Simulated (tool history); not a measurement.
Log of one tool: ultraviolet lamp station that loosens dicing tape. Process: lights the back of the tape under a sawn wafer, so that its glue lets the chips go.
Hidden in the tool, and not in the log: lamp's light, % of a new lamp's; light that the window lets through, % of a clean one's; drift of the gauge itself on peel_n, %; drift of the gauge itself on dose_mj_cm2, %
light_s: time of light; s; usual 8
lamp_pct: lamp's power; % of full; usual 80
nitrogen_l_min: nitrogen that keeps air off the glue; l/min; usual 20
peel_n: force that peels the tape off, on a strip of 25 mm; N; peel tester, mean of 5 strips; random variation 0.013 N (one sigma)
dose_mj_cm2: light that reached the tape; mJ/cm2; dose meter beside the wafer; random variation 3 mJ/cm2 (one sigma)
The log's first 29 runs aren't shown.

run	day	light_s	lamp_pct	nitrogen_l_min	hours of work of the lamp	hours of work since the window was cleaned	peel_n	dose_mj_cm2
30	14.267	5	62	8	679	28	4.613	179
31	14.733	5	62	8	687	36	4.841	174
32	15.396	8	62	12	700	49	2.352	281
33	16.058	5	70	8	712	61	4.106	194
34	16.746	6	70	8	725	74	3.431	227
35	17.212	9	70	27	733	82	0.878	342
36	17.688	7	61	8	742	91	3.539	230
37	18.029	7	61	8	748	97	3.599	229
38	18.662	5	80	17	760	109	2.762	214
39	19.008	8	83	21	767	116	1.033	353
40	19.592	8	83	21	777	126	0.984	357
41	20.238	7	78	20	789	138	1.511	285
42	20.712	7	78	8	798	147	2.882	283
43	21.292	7	78	8	809	158	2.815	283

Forecast each of these 4 alternatives for the next run:
A	21.875	7	76	11	820	169	?	?
B	21.875	7	61	8	820	169	?	?
C	21.875	7	78	8	820	169	?	?
D	21.875	8	94	20	820	169	?	?

run	peel_n	dose_mj_cm2
A	2.461	268
B	3.84	216
C	2.788	279
D	0.879	383
Without the tool's hidden state the same runs would have given:
run	peel_n	dose_mj_cm2
A	1.4	378
B	2.523	305
C	1.656	392
D	0.431	539
